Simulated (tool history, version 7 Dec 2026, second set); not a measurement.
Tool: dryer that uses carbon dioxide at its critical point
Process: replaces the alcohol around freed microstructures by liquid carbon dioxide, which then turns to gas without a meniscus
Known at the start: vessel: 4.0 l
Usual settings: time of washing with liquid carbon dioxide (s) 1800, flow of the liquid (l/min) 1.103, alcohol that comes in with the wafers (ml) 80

| run | hour | time of washing with liquid carbon dioxide (s) | flow of the liquid (l/min) | alcohol that comes in with the wafers (ml) | alcohol left in the vessel before it's heated (ppm by volume) |
|---|---|---|---|---|---|
| 1 | 0.0 | 1800 | 1.103 | 80 | 146 |
| 2 | 32.4 | 1800 | 1.103 | 80 | 152 |
| 3 | 52.5 | 1800 | 1.103 | 80 | 168 |
|  | 58.5 | inlet filter changed |
| 4 | 80.6 | 1800 | 1.103 | 80 | 131 |
|  | 99.6 | purifier's bed changed |
| 5 | 100.1 | 1800 | 1.103 | 80 | 35 |
| 6 | 132.1 | 1800 | 1.103 | 80 | 42 |
| 7 | 162.7 | 1800 | 1.103 | 80 | 55 |
| 8 | 195.3 | 1800 | 1.340 | 80 | 22 |
| 9 | 222.3 | 1800 | 1.340 | 80 | 21 |
| 10 | 250.7 | 1800 | 1.340 | 80 | 31 |
| 11 | 275.9 | 1800 | 1.340 | 80 | 37 |
| 12 | 303.2 | 1800 | 0.710 | 80 | 376 |
| 13 | 335.0 | 1800 | 0.710 | 80 | 391 |
| 14 | 350.9 | 1680 | 1.103 | 80 | 84 |
| 15 | 372.1 | 1680 | 1.103 | 80 | 99 |
| 16 | 401.6 | 1680 | 1.103 | 80 | 100 |
| 17 | 415.2 | 1680 | 1.103 | 80 | 98 |
| 18 | 446.7 | 2340 | 1.810 | 93 | 35 |
| 19 | 468.4 | 1800 | 1.103 | 74 | 76 |
| 20 | 483.6 | 1800 | 1.103 | 74 | 73 |
| 21 | 504.0 | 2460 | 0.940 | 80 | 62 |
| 22 | 521.7 | 1080 | 1.650 | 107 | 170 |
| 23 | 552.6 | 1080 | 1.650 | 107 | 168 |
|  | 565.3 | inlet filter changed |
| 24 | 572.6 | 1080 | 1.650 | 107 | 131 |
| 25 | 595.4 | 1380 | 1.650 | 35 | 55 |
| 26 | 627.0 | 1320 | 0.670 | 48 | 715 |
| 27 | 651.4 | 1860 | 1.170 | 42 | 60 |
| 28 | 672.9 | 1860 | 1.060 | 94 | 96 |
| 29 | 690.3 | 1320 | 1.070 | 80 | 279 |
| 30 | 705.6 | 1320 | 1.070 | 80 | 281 |
| 31 | 730.5 | 1500 | 0.970 | 80 | 251 |
| 32 | 757.1 | 1500 | 1.310 | 82 | 95 |

Hidden state or all else? Some run-to-run changes of alcohol left in the vessel before it's heated (ppm by volume), split into what the settings, what came in and random variation would give without the hidden state, and what is left for the hidden state (with any gauge scatter that isn't in both results):
The hidden state here: flow that reaches the vessel past the clogged filter, %; alcohol in the recycled carbon dioxide, ppm; drift of the gauge itself on alcohol_ppm, %.
Run 4 -> 5: purifier's bed changed. alcohol left in the vessel before it's heated (ppm by volume) -96: hidden state -99, all else +3.
Run 11 -> 12: flow of the liquid (l/min) 1.340 -> 0.710. alcohol left in the vessel before it's heated (ppm by volume) +339: hidden state +57, all else +282.
Run 13 -> 14: time of washing with liquid carbon dioxide (s) 1800 -> 1680, flow of the liquid (l/min) 0.710 -> 1.103. alcohol left in the vessel before it's heated (ppm by volume) -307: hidden state -50, all else -257.
Run 25 -> 26: time of washing with liquid carbon dioxide (s) 1380 -> 1320, flow of the liquid (l/min) 1.650 -> 0.670, alcohol that comes in with the wafers (ml) 35 -> 48. alcohol left in the vessel before it's heated (ppm by volume) +660: hidden state +33, all else +627.
Run 26 -> 27: time of washing with liquid carbon dioxide (s) 1320 -> 1860, flow of the liquid (l/min) 0.670 -> 1.170, alcohol that comes in with the wafers (ml) 48 -> 42. alcohol left in the vessel before it's heated (ppm by volume) -655: hidden state -26, all else -629.
